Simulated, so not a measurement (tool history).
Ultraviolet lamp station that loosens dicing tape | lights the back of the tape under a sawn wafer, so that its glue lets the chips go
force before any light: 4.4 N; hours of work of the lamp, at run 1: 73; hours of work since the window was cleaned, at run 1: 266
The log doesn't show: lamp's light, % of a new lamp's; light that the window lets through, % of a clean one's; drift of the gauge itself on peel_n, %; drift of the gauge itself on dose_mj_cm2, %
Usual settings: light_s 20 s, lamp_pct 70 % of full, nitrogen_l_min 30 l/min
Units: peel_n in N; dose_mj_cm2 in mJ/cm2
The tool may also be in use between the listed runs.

run	hour	light_s	lamp_pct	nitrogen_l_min	hours of work of the lamp	hours of work since the window was cleaned	peel_n	dose_mj_cm2
1	0	20	70	30	73	266	0.791	215
2	5.5	20	70	30	77	270	0.765	216
3	11.4	20	70	30	81	275	0.774	213
4	24.2	20	70	11	91	284	1.141	214
5	34.6	28	70	11	98	292	0.683	297
# hour 37.6: window cleaned of glue's vapour
6	42.2	28	70	11	104	3	0.49	346
7	49.2	28	70	11	109	9	0.527	342
8	60.4	28	70	11	117	17	0.529	337
9	72.3	28	70	11	126	26	0.514	339
10	83.6	28	70	11	134	34	0.534	336
11	92.6	13	70	18	141	41	1.419	156
12	101.5	19	74	11	148	48	0.971	237
13	111.3	13	74	11	155	55	1.589	162
14	119.1	13	74	11	161	61	1.567	158
15	130.5	13	74	11	169	69	1.598	161
16	138.2	26	72	40	175	75	0.346	305
17	148.4	18	90	34	183	83	0.517	267
18	158.5	18	90	34	190	90	0.538	266
19	166.9	35	99	14	197	96	0.136	558

4 ways to go on from here, each from the tool as it stands after run 19. What would each give?
A	178.1	35	77	30	205	105	?	?
B	178.1	13	70	17	205	105	?	?
C	178.1	12	65	10	205	105	?	?
D	178.1	19	63	23	205	105	?	?

run	peel_n	dose_mj_cm2
A	0.174	436
B	1.491	147
C	2.059	129
D	1.041	193
Without the tool's hidden state the same runs would have given:
run	peel_n	dose_mj_cm2
A	0.124	502
B	1.277	169
C	1.833	147
D	0.841	222
